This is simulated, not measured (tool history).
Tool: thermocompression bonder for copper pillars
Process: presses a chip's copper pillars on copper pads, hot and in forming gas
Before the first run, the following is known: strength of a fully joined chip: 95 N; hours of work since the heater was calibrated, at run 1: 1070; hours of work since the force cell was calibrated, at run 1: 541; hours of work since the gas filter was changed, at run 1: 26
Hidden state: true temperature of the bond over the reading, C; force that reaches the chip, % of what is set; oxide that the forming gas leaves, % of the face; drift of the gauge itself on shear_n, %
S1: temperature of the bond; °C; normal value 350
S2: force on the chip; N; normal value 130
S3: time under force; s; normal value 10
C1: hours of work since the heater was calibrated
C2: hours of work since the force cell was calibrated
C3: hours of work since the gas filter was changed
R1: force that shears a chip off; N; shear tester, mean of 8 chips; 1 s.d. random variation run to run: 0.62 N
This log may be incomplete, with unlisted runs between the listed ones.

run,hour,S1,S2,S3,C1,C2,C3,R1
1,0,350,130,10,1070,541,26,71.4
2,44.1,350,130,10,1091,562,47,71.6
3,63.3,350,130,10,1100,571,56,71.4
4,101.9,370,130,10,1118,589,74,77.7
5,138.4,370,130,10,1135,607,91,77.3
6,165.3,350,130,24,1148,619,104,81.5
7,199,350,130,24,1164,635,120,81.3
8,224.3,350,130,10,1176,647,132,69.8
9,255.2,350,130,10,1190,662,146,69.5
10,280.5,350,130,10,1202,674,158,68.5
11,309.5,350,130,10,1216,687,172,66.8
12,342.2,371,159,22,1231,703,187,87.1
13,370.7,357,159,6,1245,716,201,69.9
14,395.2,357,159,10,1256,728,212,76.9
15,416.1,350,79,10,1266,738,222,47.8
16,454.3,350,79,10,1284,756,240,48.3
17,472.7,350,87,24,1293,764,249,65.3
18,506.3,350,134,11,1309,780,265,68
# hour 547.9: forming gas filter changed
19,550.6,379,137,16,1329,801,1,89.1
20,571.4,379,137,16,1339,811,11,88.6
21,607.7,363,136,13,1356,828,28,82
# hour 621.7: heater calibrated with a thermocouple chip
22,639.7,363,136,13,8,842,42,79.8

5 ways to go on from here, each from the tool as it stands after run 22. What would each give?
A,667.6,335,136,7,22,855,56,?
B,667.6,367,130,28,22,855,56,?
C,667.6,363,87,13,22,855,56,?
D,667.6,331,145,19,22,855,56,?
E,667.6,350,79,11,22,855,56,?

run,R1
A,57.3
B,87.4
C,63.1
D,74
E,49.7
With no hidden state in the tool, these same runs would have given:
run,R1
A,56.7
B,88.5
C,62.6
D,74
E,49

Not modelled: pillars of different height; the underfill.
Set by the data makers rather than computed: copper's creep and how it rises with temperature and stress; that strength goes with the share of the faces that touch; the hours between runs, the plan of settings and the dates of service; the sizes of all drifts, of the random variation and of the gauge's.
